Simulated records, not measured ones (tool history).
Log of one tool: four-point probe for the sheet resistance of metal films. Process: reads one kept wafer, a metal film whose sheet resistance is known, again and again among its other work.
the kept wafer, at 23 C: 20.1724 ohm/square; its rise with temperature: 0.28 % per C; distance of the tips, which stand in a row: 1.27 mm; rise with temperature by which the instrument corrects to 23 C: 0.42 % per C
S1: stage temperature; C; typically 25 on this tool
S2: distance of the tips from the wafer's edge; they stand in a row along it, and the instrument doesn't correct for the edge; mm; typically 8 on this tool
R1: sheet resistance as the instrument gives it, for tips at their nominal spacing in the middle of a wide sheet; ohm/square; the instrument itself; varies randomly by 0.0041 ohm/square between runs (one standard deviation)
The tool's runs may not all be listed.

| run | hour | S1 | S2 | R1 |
|---|---|---|---|---|
| 1 | 0.0 | 25 | 8 | 20.338529 |
| 2 | 22.9 | 25 | 8 | 20.330635 |
| 3 | 45.1 | 25 | 8 | 20.335194 |
| 4 | 57.9 | 25 | 8 | 20.328534 |
| 5 | 70.4 | 34 | 8 | 20.094316 |
| 6 | 95.5 | 34 | 8 | 20.091272 |
| 7 | 118.5 | 34 | 8 | 20.086180 |
| 8 | 133.3 | 21 | 8 | 20.436493 |
| 9 | 148.0 | 25 | 8 | 20.330854 |
| 10 | 164.6 | 25 | 8 | 20.321769 |
| 11 | 177.1 | 25 | 8 | 20.320804 |
| 12 | 195.7 | 25 | 8 | 20.320092 |
| 13 | 217.8 | 33 | 12 | 19.959073 |
| 14 | 238.7 | 25 | 17 | 20.104974 |
| 15 | 263.5 | 25 | 17 | 20.109966 |
| 16 | 276.1 | 22 | 9 | 20.348541 |
| 17 | 301.1 | 30 | 39 | 19.929427 |
| 18 | 325.6 | 25 | 35 | 20.057002 |
| 19 | 341.1 | 19 | 47 | 20.208208 |
| 20 | 363.8 | 23 | 47 | 20.105708 |

What if the next run were any one of these 3? Each begins from the tool's condition after run 20:
| A | 374.6 | 25 | 75 | ? |
| B | 374.6 | 21 | 26 | ? |
| C | 374.6 | 24 | 47 | ? |

| run | R1 |
|---|---|
| A | 20.049196 |
| B | 20.178179 |
| C | 20.080071 |
What these runs would have given with no unlogged condition in the tool:
| run | R1 |
|---|---|
| A | 20.124627 |
| B | 20.254345 |
| C | 20.155679 |
